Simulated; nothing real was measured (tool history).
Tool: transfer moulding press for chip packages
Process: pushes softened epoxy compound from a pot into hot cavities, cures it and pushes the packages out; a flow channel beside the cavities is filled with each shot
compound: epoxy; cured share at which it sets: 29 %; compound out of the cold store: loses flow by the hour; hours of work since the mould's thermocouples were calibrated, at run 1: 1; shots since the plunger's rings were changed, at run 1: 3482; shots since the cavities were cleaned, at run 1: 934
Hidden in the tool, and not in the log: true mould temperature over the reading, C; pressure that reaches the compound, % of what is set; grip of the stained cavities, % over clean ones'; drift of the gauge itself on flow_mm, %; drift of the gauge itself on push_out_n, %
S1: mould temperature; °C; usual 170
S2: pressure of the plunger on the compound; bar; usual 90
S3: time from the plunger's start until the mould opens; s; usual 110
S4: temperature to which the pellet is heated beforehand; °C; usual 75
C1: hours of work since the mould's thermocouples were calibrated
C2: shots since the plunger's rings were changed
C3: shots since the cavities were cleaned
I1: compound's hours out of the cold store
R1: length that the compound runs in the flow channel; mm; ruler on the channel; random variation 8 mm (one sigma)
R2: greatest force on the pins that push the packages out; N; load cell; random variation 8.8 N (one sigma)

run 1 hour=0 | S1=170 S2=90 S3=110 S4=75 | C1=1 C2=3482 C3=934 | I1=33.6 | R1=898 R2=780
run 2 hour=3.9 | S1=174 S2=90 S3=110 S4=75 | C1=4 C2=3538 C3=990 | I1=32.4 | R1=879 R2=729
run 3 hour=8.8 | S1=170 S2=90 S3=110 S4=75 | C1=8 C2=3609 C3=1061 | I1=12.6 | R1=952 R2=775
run 4 hour=17.2 | S1=170 S2=90 S3=110 S4=75 | C1=15 C2=3730 C3=1182 | I1=43.9 | R1=849 R2=779
-- hour=19.5 cavities cleaned with cleaning compound and waxed
run 5 hour=24.2 | S1=170 S2=88.1 S3=110 S4=75 | C1=19 C2=3809 C3=68 | I1=21.3 | R1=920 R2=444
run 6 hour=32.9 | S1=170 S2=88.1 S3=110 S4=75 | C1=26 C2=3935 C3=194 | I1=9 | R1=948 R2=528
run 7 hour=37.8 | S1=170 S2=88.1 S3=110 S4=75 | C1=30 C2=4005 C3=264 | I1=25 | R1=882 R2=582
run 8 hour=43.3 | S1=170 S2=99.8 S3=110 S4=75 | C1=34 C2=4085 C3=344 | I1=13.2 | R1=989 R2=595
run 9 hour=52.3 | S1=170 S2=99.8 S3=110 S4=75 | C1=41 C2=4215 C3=474 | I1=41.3 | R1=890 R2=655
run 10 hour=56.8 | S1=170 S2=99.8 S3=110 S4=75 | C1=45 C2=4279 C3=538 | I1=24.4 | R1=930 R2=664
run 11 hour=64.2 | S1=170 S2=90 S3=110 S4=75 | C1=51 C2=4386 C3=645 | I1=40.2 | R1=839 R2=709
run 12 hour=70.9 | S1=170 S2=90 S3=110 S4=75 | C1=56 C2=4482 C3=741 | I1=43.2 | R1=835 R2=747
run 13 hour=77.5 | S1=170 S2=90 S3=110 S4=75 | C1=61 C2=4578 C3=837 | I1=34.3 | R1=860 R2=739
run 14 hour=86.3 | S1=170 S2=90 S3=110 S4=75 | C1=68 C2=4705 C3=964 | I1=18.4 | R1=917 R2=769
run 15 hour=93.3 | S1=170 S2=90 S3=110 S4=75 | C1=74 C2=4806 C3=1065 | I1=35.7 | R1=859 R2=754
-- hour=103.2 cavities cleaned with cleaning compound and waxed
run 16 hour=103.2 | S1=170 S2=90 S3=110 S4=75 | C1=80 C2=4926 C3=0 | I1=39 | R1=843 R2=389
run 17 hour=111.2 | S1=163 S2=90 S3=110 S4=75 | C1=87 C2=5042 C3=116 | I1=40.3 | R1=868 R2=617
run 18 hour=116.9 | S1=163 S2=90 S3=147 S4=76 | C1=91 C2=5124 C3=198 | I1=36.5 | R1=879 R2=546
run 19 hour=126.1 | S1=174 S2=101.6 S3=130 S4=75 | C1=98 C2=5257 C3=331 | I1=45.9 | R1=841 R2=565
run 20 hour=131.9 | S1=174 S2=68.7 S3=130 S4=75 | C1=103 C2=5341 C3=415 | I1=40.6 | R1=714 R2=630
run 21 hour=139.6 | S1=174 S2=68.7 S3=130 S4=75 | C1=109 C2=5451 C3=525 | I1=20.8 | R1=757 R2=671
run 22 hour=145.7 | S1=170 S2=90 S3=130 S4=65 | C1=114 C2=5539 C3=613 | I1=47 | R1=803 R2=672
run 23 hour=151.3 | S1=170 S2=99.9 S3=110 S4=70 | C1=118 C2=5620 C3=694 | I1=30.8 | R1=907 R2=745
run 24 hour=160.5 | S1=170 S2=90 S3=110 S4=66 | C1=126 C2=5752 C3=826 | I1=19.5 | R1=887 R2=763
run 25 hour=167.5 | S1=170 S2=90 S3=110 S4=66 | C1=131 C2=5853 C3=927 | I1=30.1 | R1=839 R2=737
run 26 hour=174.7 | S1=172 S2=90 S3=106 S4=75 | C1=137 C2=5957 C3=1031 | I1=43.7 | R1=801 R2=759
run 27 hour=180.5 | S1=172 S2=90 S3=106 S4=75 | C1=141 C2=6041 C3=1115 | I1=11.3 | R1=879 R2=756
-- hour=187.1 cavities cleaned with cleaning compound and waxed
run 28 hour=189.1 | S1=172 S2=90 S3=106 S4=75 | C1=147 C2=6142 C3=28 | I1=21 | R1=858 R2=410
-- hour=198.3 plunger's sealing rings changed
run 29 hour=198.4 | S1=172 S2=90 S3=106 S4=75 | C1=152 C2=2 C3=127 | I1=31.4 | R1=946 R2=494

The same runs without the tool's hidden state, with the same run-to-run variation:
run=1 R1=961 R2=412
run=2 R1=941 R2=382
run=3 R1=1021 R2=400
run=4 R1=913 R2=395
run=5 R1=991 R2=385
run=6 R1=1024 R2=386
run=7 R1=954 R2=397
run=8 R1=1071 R2=379
run=9 R1=967 R2=384
run=10 R1=1012 R2=382
run=11 R1=915 R2=394
run=12 R1=913 R2=402
run=13 R1=942 R2=389
run=14 R1=1007 R2=392
run=15 R1=945 R2=383
run=16 R1=930 R2=379
run=17 R1=960 R2=491
run=18 R1=974 R2=388
run=19 R1=936 R2=356
run=20 R1=795 R2=377
run=21 R1=846 R2=382
run=22 R1=899 R2=372
run=23 R1=1017 R2=407
run=24 R1=998 R2=398
run=25 R1=946 R2=381
run=26 R1=905 R2=387
run=27 R1=996 R2=385
run=28 R1=974 R2=380
run=29 R1=949 R2=391
